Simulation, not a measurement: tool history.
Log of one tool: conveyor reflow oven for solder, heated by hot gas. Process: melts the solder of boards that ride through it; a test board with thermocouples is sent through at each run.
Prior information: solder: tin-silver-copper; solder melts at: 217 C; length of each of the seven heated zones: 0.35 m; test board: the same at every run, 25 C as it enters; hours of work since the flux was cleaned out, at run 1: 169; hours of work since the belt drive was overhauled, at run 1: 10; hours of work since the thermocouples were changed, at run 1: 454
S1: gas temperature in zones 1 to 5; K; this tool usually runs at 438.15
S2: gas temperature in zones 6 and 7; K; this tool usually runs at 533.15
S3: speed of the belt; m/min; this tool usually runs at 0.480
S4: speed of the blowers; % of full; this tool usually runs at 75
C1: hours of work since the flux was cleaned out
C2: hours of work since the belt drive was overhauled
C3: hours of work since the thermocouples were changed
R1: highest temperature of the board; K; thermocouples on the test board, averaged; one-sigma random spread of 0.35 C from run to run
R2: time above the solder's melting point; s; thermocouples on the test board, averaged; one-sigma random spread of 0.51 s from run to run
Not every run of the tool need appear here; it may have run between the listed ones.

Run 1, hour 0.0: usual settings; C1 169; C2 10; C3 454. Result: R1 515.55 K, R2 51.7 s.
Run 2, hour 16.8: usual settings; C1 177; C2 17; C3 462. Result: R1 515.75 K, R2 51.7 s.
Run 3, hour 41.4: usual settings but S1 445.15 K; C1 188; C2 29; C3 473. Result: R1 516.85 K, R2 56.0 s.
Run 4, hour 59.0: usual settings; C1 196; C2 37; C3 481. Result: R1 515.55 K, R2 51.5 s.
Run 5, hour 89.1: usual settings; C1 210; C2 50; C3 495. Result: R1 515.45 K, R2 51.6 s.
Run 6, hour 108.6: usual settings; C1 219; C2 59; C3 504. Result: R1 515.45 K, R2 51.6 s.
Run 7, hour 128.0: usual settings; C1 228; C2 68; C3 513. Result: R1 515.25 K, R2 51.9 s.
Run 8, hour 161.3: usual settings; C1 243; C2 83; C3 528. Result: R1 515.55 K, R2 50.7 s.
Run 9, hour 188.5: usual settings; C1 255; C2 96; C3 540. Result: R1 515.25 K, R2 50.9 s.
Run 10, hour 221.8: usual settings; C1 270; C2 111; C3 555. Result: R1 514.85 K, R2 51.0 s.
Run 11, hour 256.5: usual settings; C1 286; C2 127; C3 571. Result: R1 514.55 K, R2 50.5 s.
Run 12, hour 283.8: usual settings but S2 542.15 K; C1 299; C2 139; C3 584. Result: R1 522.45 K, R2 57.8 s.
Run 13, hour 317.9: usual settings but S2 542.15 K; C1 314; C2 155; C3 599. Result: R1 522.65 K, R2 58.5 s.
Run 14, hour 346.1: usual settings but S2 542.15 K; C1 327; C2 168; C3 612. Result: R1 521.85 K, R2 58.4 s.
Run 15, hour 377.9: usual settings but S2 542.15 K; C1 341; C2 182; C3 626. Result: R1 522.05 K, R2 56.9 s.
Run 16, hour 412.5: usual settings but S1 429.15 K, S2 548.15 K, S3 0.424 m/min; C1 357; C2 198; C3 642. Result: R1 530.05 K, R2 70.2 s.
Run 17, hour 437.1: usual settings but S1 429.15 K, S2 548.15 K, S3 0.424 m/min; C1 368; C2 209; C3 653. Result: R1 529.85 K, R2 71.2 s.
Run 18, hour 469.5: usual settings but S1 451.15 K, S3 0.424 m/min; C1 383; C2 224; C3 668. Result: R1 521.15 K, R2 72.1 s.
Run 19, hour 503.6: usual settings but S2 539.15 K, S3 0.465 m/min; C1 399; C2 239; C3 684. Result: R1 520.65 K, R2 57.9 s.
At hour 529.9: flux residue cleaned out of gas plates and filters.
Run 20, hour 540.4: usual settings but S1 440.15 K, S2 548.15 K, S3 0.559 m/min, S4 55 % of full; C1 5; C2 254; C3 698. Result: R1 517.85 K, R2 44.3 s.
Run 21, hour 555.5: usual settings but S1 440.15 K, S2 548.15 K, S3 0.559 m/min, S4 55 % of full; C1 12; C2 261; C3 705. Result: R1 518.85 K, R2 44.0 s.
Run 22, hour 589.5: usual settings but S1 424.15 K, S2 534.15 K, S3 0.559 m/min, S4 56 % of full; C1 27; C2 276; C3 721. Result: R1 502.45 K, R2 23.7 s.
Run 23, hour 605.3: usual settings but S2 532.15 K, S4 81 % of full; C1 34; C2 283; C3 728. Result: R1 518.75 K, R2 55.8 s.
Run 24, hour 641.6: usual settings but S2 532.15 K, S4 55 % of full; C1 51; C2 300; C3 744. Result: R1 511.25 K, R2 45.2 s.
Run 25, hour 657.1: usual settings but S2 532.15 K, S4 55 % of full; C1 58; C2 307; C3 751. Result: R1 510.85 K, R2 44.7 s.
Run 26, hour 679.9: usual settings but S3 0.519 m/min, S4 55 % of full; C1 68; C2 317; C3 762. Result: R1 509.15 K, R2 37.3 s.
Run 27, hour 713.1: usual settings but S2 526.15 K, S4 64 % of full; C1 84; C2 333; C3 777. Result: R1 508.65 K, R2 43.6 s.
Run 28, hour 745.2: usual settings but S1 440.15 K, S3 0.492 m/min; C1 98; C2 347; C3 792. Result: R1 517.55 K, R2 54.2 s.
Run 29, hour 763.0: usual settings but S2 543.15 K, S3 0.390 m/min; C1 106; C2 355; C3 800. Result: R1 532.75 K, R2 84.7 s.
Run 30, hour 789.3: usual settings but S1 436.15 K, S4 82 % of full; C1 118; C2 367; C3 812. Result: R1 518.95 K, R2 55.3 s.

What if the next run were any one of these 5? Each begins from the tool's condition after run 30:
Run A, hour 819.7: usual settings but S2 540.15 K, S3 0.381 m/min; C1 132; C2 381; C3 826. Result: R1 ?, R2 ?.
Run B, hour 819.7: usual settings but S1 446.15 K, S3 0.472 m/min, S4 82 % of full; C1 132; C2 381; C3 826. Result: R1 ?, R2 ?.
Run C, hour 819.7: usual settings but S1 436.15 K, S3 0.519 m/min, S4 64 % of full; C1 132; C2 381; C3 826. Result: R1 ?, R2 ?.
Run D, hour 819.7: usual settings but S1 426.15 K, S2 548.15 K, S4 90 % of full; C1 132; C2 381; C3 826. Result: R1 ?, R2 ?.
Run E, hour 819.7: usual settings but S2 538.15 K, S3 0.428 m/min, S4 82 % of full; C1 132; C2 381; C3 826. Result: R1 ?, R2 ?.

run      R1    R2
  A  530.35  87.3
  B  521.05  61.5
  C  511.65  40.5
  D  531.95  63.6
  E  526.55  71.5
Take away the tool's hidden state, keep each run's random variation, and the runs would have read:
run      R1    R2
  A  529.15  85.9
  B  520.15  60.6
  C  510.95  39.7
  D  531.45  63.0
  E  525.65  70.5
